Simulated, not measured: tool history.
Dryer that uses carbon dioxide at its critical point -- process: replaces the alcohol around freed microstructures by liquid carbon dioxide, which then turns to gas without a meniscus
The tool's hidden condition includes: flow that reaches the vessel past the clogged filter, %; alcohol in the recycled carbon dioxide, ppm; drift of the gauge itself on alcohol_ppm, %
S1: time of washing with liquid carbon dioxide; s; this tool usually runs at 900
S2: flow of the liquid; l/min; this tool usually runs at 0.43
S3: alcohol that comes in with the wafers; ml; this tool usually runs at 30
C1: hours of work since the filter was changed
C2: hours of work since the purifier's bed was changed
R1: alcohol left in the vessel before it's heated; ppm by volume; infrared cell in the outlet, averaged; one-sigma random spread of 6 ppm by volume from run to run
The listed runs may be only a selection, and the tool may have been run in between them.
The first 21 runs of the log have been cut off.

| run | hour | S1 | S2 | S3 | C1 | C2 | R1 |
|---|---|---|---|---|---|---|---|
| 22 | 248.8 | 840 | 0.483 | 21 | 147 | 536 | 333 |
| 23 | 258.5 | 840 | 0.483 | 21 | 153 | 542 | 332 |
| 24 | 272.9 | 840 | 0.483 | 21 | 163 | 552 | 341 |
| 25 | 282.1 | 660 | 0.43 | 30 | 169 | 558 | 1157 |
| 26 | 295.9 | 660 | 0.43 | 30 | 178 | 567 | 1114 |
| 27 | 309.3 | 600 | 0.306 | 30 | 187 | 576 | 3352 |
| 28 | 321.1 | 600 | 0.306 | 30 | 194 | 583 | 3229 |
| 29 | 328.5 | 720 | 0.483 | 30 | 199 | 588 | 651 |
| 30 | 342.8 | 900 | 0.377 | 41 | 209 | 598 | 882 |
| 31 | 355.7 | 1320 | 0.349 | 59 | 217 | 606 | 412 |
| 32 | 364.6 | 1320 | 0.349 | 59 | 223 | 612 | 426 |
| 33 | 370.9 | 900 | 0.483 | 27 | 227 | 616 | 355 |
| 34 | 381.2 | 900 | 0.297 | 77 | 234 | 623 | 3132 |
| 35 | 389.7 | 900 | 0.617 | 77 | 239 | 628 | 306 |

Alternative continuations, all from the tool just after run 35; predict every row:
| A | 405 | 900 | 0.43 | 29 | 249 | 638 | ? |
| B | 405 | 900 | 0.38 | 30 | 249 | 638 | ? |
| C | 405 | 600 | 0.41 | 81 | 249 | 638 | ? |
| D | 405 | 780 | 0.282 | 58 | 249 | 638 | ? |

| run | R1 |
|---|---|
| A | 503 |
| B | 715 |
| C | 4484 |
| D | 4154 |
With no hidden state in the tool, these same runs would have given:
| run | R1 |
|---|---|
| A | 209 |
| B | 374 |
| C | 3448 |
| D | 3241 |
